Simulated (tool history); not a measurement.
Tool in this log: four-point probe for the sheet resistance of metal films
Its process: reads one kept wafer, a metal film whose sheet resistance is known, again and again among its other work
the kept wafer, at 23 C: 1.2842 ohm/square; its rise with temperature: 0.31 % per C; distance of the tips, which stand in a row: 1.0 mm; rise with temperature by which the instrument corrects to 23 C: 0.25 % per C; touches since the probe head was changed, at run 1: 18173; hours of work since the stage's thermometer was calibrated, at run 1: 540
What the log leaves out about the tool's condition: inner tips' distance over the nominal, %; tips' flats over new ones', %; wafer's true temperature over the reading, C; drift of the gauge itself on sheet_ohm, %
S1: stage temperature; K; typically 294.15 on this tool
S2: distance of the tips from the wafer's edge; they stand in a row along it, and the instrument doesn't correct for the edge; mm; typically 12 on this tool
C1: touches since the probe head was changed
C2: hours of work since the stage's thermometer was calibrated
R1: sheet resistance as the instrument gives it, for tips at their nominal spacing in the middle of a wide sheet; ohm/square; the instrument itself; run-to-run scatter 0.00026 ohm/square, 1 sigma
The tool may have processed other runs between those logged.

run,hour,S1,S2,C1,C2,R1
1,0,294.15,12,18173,540,1.284452
2,11.8,294.15,12,18495,545,1.284428
3,31.2,294.15,24,19023,554,1.280873
4,43.9,294.15,24,19368,560,1.280772
5,62.7,294.15,24,19880,568,1.280478
6,76.1,294.15,24,20244,574,1.280599
7,93.1,294.15,24,20707,581,1.280885
# hour 95.2: stage's thermometer calibrated
8,112.5,294.15,16,21221,8,1.281784
9,124.7,300.15,12,21552,13,1.288038
# hour 126.9: stage's thermometer calibrated, once more
10,137.9,293.15,4,21899,5,1.3217
11,155.3,293.15,4,22373,13,1.321642
12,166.4,294.15,4,22673,18,1.322724
13,178.9,294.15,15,23014,23,1.283991

Expected results for the next run?
14,188.8,292.15,44,23284,28,?

For run 14 the tool returned R1 1.279635 ohm/square.
On a tool with no hidden condition, and with the same random variation, this run would have come out at R1 1.281536 ohm/square.
